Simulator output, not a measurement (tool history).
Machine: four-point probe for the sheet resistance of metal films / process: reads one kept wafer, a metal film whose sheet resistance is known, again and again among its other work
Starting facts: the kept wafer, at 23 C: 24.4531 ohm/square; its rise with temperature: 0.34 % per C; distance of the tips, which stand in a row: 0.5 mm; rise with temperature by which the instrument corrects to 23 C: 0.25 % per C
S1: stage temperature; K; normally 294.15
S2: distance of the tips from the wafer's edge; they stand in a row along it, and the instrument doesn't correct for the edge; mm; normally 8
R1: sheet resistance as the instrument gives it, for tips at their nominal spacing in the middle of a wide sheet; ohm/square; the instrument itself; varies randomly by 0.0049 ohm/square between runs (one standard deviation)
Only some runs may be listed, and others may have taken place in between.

{"run": 1, "hour": 0.0, "S1": 294.15, "S2": 8, "R1": 24.557197}
{"run": 2, "hour": 73.9, "S1": 300.15, "S2": 8, "R1": 24.677261}
{"run": 3, "hour": 126.9, "S1": 300.15, "S2": 20, "R1": 24.639591}
{"run": 4, "hour": 194.8, "S1": 300.15, "S2": 20, "R1": 24.635815}
{"run": 5, "hour": 241.6, "S1": 294.15, "S2": 6, "R1": 24.593727}
{"run": 6, "hour": 297.1, "S1": 294.15, "S2": 11, "R1": 24.519319}
{"run": 7, "hour": 385.6, "S1": 294.15, "S2": 11, "R1": 24.538364}
{"run": 8, "hour": 465.7, "S1": 294.15, "S2": 8, "R1": 24.55291}
{"run": 9, "hour": 528.9, "S1": 294.15, "S2": 8, "R1": 24.560809}
{"run": 10, "hour": 622.0, "S1": 294.15, "S2": 8, "R1": 24.553623}
{"run": 11, "hour": 717.6, "S1": 305.15, "S2": 8, "R1": 24.783975}
{"run": 12, "hour": 775.6, "S1": 305.15, "S2": 8, "R1": 24.790486}
{"run": 13, "hour": 847.5, "S1": 294.15, "S2": 12, "R1": 24.525355}
{"run": 14, "hour": 938.8, "S1": 294.15, "S2": 12, "R1": 24.522528}
{"run": 15, "hour": 1017.1, "S1": 294.15, "S2": 12, "R1": 24.506208}
{"run": 16, "hour": 1062.1, "S1": 298.15, "S2": 5, "R1": 24.718558}
{"run": 17, "hour": 1136.5, "S1": 298.15, "S2": 8, "R1": 24.63918}
{"run": 18, "hour": 1176.8, "S1": 298.15, "S2": 19, "R1": 24.595925}
{"run": 19, "hour": 1265.4, "S1": 298.15, "S2": 7, "R1": 24.653225}
{"run": 20, "hour": 1350.4, "S1": 306.15, "S2": 10, "R1": 24.774895}
{"run": 21, "hour": 1446.0, "S1": 291.15, "S2": 35, "R1": 24.45138}
{"run": 22, "hour": 1539.3, "S1": 304.15, "S2": 36, "R1": 24.70694}

5 ways to go on from here, each from the tool as it stands after run 22. What would each give?
{"run": "A", "hour": 1591.3, "S1": 292.15, "S2": 8, "R1": "?"}
{"run": "B", "hour": 1591.3, "S1": 294.15, "S2": 4, "R1": "?"}
{"run": "C", "hour": 1591.3, "S1": 295.15, "S2": 58, "R1": "?"}
{"run": "D", "hour": 1591.3, "S1": 302.15, "S2": 36, "R1": "?"}
{"run": "E", "hour": 1591.3, "S1": 304.15, "S2": 23, "R1": "?"}

run=A R1=24.515987
run=B R1=24.713464
run=C R1=24.521018
run=D R1=24.662427
run=E R1=24.708403
Without the tool's unlogged condition, the same runs would have read:
run=A R1=24.429848
run=B R1=24.626211
run=C R1=24.434097
run=D R1=24.573329
run=E R1=24.618674
